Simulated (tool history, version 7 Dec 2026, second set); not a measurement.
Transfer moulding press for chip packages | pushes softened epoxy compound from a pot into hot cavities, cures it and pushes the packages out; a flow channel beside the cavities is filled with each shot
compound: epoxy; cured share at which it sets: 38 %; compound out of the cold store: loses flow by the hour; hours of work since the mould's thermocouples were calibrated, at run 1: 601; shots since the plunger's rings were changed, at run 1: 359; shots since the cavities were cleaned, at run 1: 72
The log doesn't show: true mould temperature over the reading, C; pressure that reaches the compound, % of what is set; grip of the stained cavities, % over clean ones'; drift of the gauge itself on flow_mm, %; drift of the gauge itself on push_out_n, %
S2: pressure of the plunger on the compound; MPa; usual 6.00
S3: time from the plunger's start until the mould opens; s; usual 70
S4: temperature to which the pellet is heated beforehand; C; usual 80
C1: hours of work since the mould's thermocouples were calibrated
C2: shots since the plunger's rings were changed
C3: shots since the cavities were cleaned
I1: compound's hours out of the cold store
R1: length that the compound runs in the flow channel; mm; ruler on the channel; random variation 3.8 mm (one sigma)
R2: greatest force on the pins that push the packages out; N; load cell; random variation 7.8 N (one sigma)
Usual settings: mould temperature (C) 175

Run 1, hour 0.0: usual settings; C1 601; C2 359; C3 72; I1 32.0. Result: R1 831 mm, R2 370 N.
At hour 40.7: cavities cleaned with cleaning compound and waxed.
Run 2, hour 56.6: usual settings but S2 6.55 MPa; C1 637; C2 1143; C3 227; I1 45.8. Result: R1 808 mm, R2 396 N.
At hour 85.8: cavities cleaned with cleaning compound and waxed.
Run 3, hour 102.4: usual settings but S2 6.55 MPa; C1 666; C2 1772; C3 236; I1 25.4. Result: R1 872 mm, R2 421 N.
At hour 129.7: cavities cleaned with cleaning compound and waxed.
Run 4, hour 136.7: usual settings but S2 6.55 MPa; C1 688; C2 2239; C3 100; I1 15.4. Result: R1 894 mm, R2 416 N.
At hour 172.3: cavities cleaned with cleaning compound and waxed.
Run 5, hour 172.3: usual settings; C1 710; C2 2723; C3 0; I1 35.6. Result: R1 799 mm, R2 342 N.
At hour 205.1: plunger's sealing rings changed.
Run 6, hour 206.8: usual settings but S2 5.47 MPa; C1 731; C2 24; C3 455; I1 16.3. Result: R1 842 mm, R2 468 N.
At hour 219.5: cavities cleaned with cleaning compound and waxed.
Run 7, hour 250.9: usual settings but S2 5.47 MPa; C1 759; C2 630; C3 447; I1 33.8. Result: R1 785 mm, R2 444 N.
At hour 265.8: cavities cleaned with cleaning compound and waxed.
At hour 308.6: cavities cleaned with cleaning compound and waxed.
Run 8, hour 308.6: usual settings but S2 5.47 MPa; C1 794; C2 1407; C3 0; I1 28.0. Result: R1 796 mm, R2 389 N.
Run 9, hour 344.0: usual settings but S2 5.47 MPa; C1 817; C2 1910; C3 503; I1 34.9. Result: R1 768 mm, R2 457 N.
At hour 351.2: cavities cleaned with cleaning compound and waxed.
At hour 393.2: cavities cleaned with cleaning compound and waxed.
Run 10, hour 393.2: usual settings but mould temperature (C) 167, S2 5.47 MPa; C1 848; C2 2567; C3 0; I1 16.4. Result: R1 836 mm, R2 676 N.
At hour 428.1: mould's thermocouples calibrated.
At hour 441.3: plunger's sealing rings changed.
At hour 442.8: cavities cleaned with cleaning compound and waxed.
Run 11, hour 446.6: usual settings but S4 87 C; C1 9; C2 54; C3 54; I1 19.1. Result: R1 859 mm, R2 356 N.
Run 12, hour 479.3: usual settings but S4 87 C; C1 31; C2 520; C3 520; I1 18.5. Result: R1 860 mm, R2 417 N.
At hour 487.4: cavities cleaned with cleaning compound and waxed.
Run 13, hour 513.2: usual settings but mould temperature (C) 169, S2 4.82 MPa, S4 87 C; C1 52; C2 980; C3 367; I1 26.0. Result: R1 767 mm, R2 602 N.
At hour 530.2: cavities cleaned with cleaning compound and waxed.
Run 14, hour 564.5: usual settings but mould temperature (C) 169, S2 4.82 MPa, S4 87 C; C1 84; C2 1687; C3 487; I1 38.3. Result: R1 720 mm, R2 608 N.
At hour 572.8: cavities cleaned with cleaning compound and waxed.
Run 15, hour 612.4: usual settings but mould temperature (C) 169, S2 4.82 MPa, S4 87 C; C1 115; C2 2348; C3 564; I1 44.0. Result: R1 701 mm, R2 614 N.
At hour 617.7: cavities cleaned with cleaning compound and waxed.
Run 16, hour 646.4: usual settings but mould temperature (C) 182, S2 4.82 MPa, S4 73 C; C1 136; C2 2809; C3 407; I1 9.7. Result: R1 757 mm, R2 324 N.
At hour 661.4: cavities cleaned with cleaning compound and waxed.
At hour 675.0: plunger's sealing rings changed.
Run 17, hour 701.3: usual settings but mould temperature (C) 182, S2 4.82 MPa, S4 73 C; C1 169; C2 374; C3 532; I1 41.7. Result: R1 696 mm, R2 357 N.
At hour 708.0: cavities cleaned with cleaning compound and waxed.
At hour 750.8: cavities cleaned with cleaning compound and waxed.
Run 18, hour 750.8: usual settings but mould temperature (C) 182, S2 4.82 MPa, S3 79 s; C1 199; C2 1035; C3 0; I1 20.1. Result: R1 751 mm, R2 244 N.
Run 19, hour 781.0: usual settings but mould temperature (C) 182, S2 4.82 MPa, S3 79 s; C1 219; C2 1465; C3 430; I1 38.6. Result: R1 695 mm, R2 314 N.
At hour 796.7: cavities cleaned with cleaning compound and waxed.
Run 20, hour 812.1: usual settings but mould temperature (C) 179, S2 4.82 MPa, S3 79 s; C1 238; C2 1885; C3 219; I1 13.9. Result: R1 769 mm, R2 291 N.
At hour 839.8: cavities cleaned with cleaning compound and waxed.
Run 21, hour 861.1: usual settings but mould temperature (C) 178, S2 5.27 MPa, S4 71 C; C1 269; C2 2561; C3 303; I1 20.9. Result: R1 779 mm, R2 351 N.
At hour 883.5: cavities cleaned with cleaning compound and waxed.
At hour 906.7: plunger's sealing rings changed.
Run 22, hour 906.7: usual settings but mould temperature (C) 176, S2 7.09 MPa, S3 72 s, S4 85 C; C1 297; C2 0; C3 293; I1 36.2. Result: R1 879 mm, R2 365 N.
At hour 929.8: cavities cleaned with cleaning compound and waxed.
Run 23, hour 958.5: usual settings but mould temperature (C) 176, S2 7.09 MPa, S3 72 s, S4 85 C; C1 329; C2 717; C3 409; I1 34.0. Result: R1 883 mm, R2 374 N.

The same runs without the tool's hidden state, with the same run-to-run variation:
run   R1   R2
  1  833  327
  2  819  319
  3  892  340
  4  919  357
  5  827  317
  6  840  340
  7  790  325
  8  809  348
  9  786  323
 10  862  606
 11  863  344
 12  869  328
 13  780  487
 14  739  469
 15  726  457
 16  790  255
 17  700  271
 18  762  241
 19  709  252
 20  789  252
 21  807  286
 22  880  298
 23  893  289

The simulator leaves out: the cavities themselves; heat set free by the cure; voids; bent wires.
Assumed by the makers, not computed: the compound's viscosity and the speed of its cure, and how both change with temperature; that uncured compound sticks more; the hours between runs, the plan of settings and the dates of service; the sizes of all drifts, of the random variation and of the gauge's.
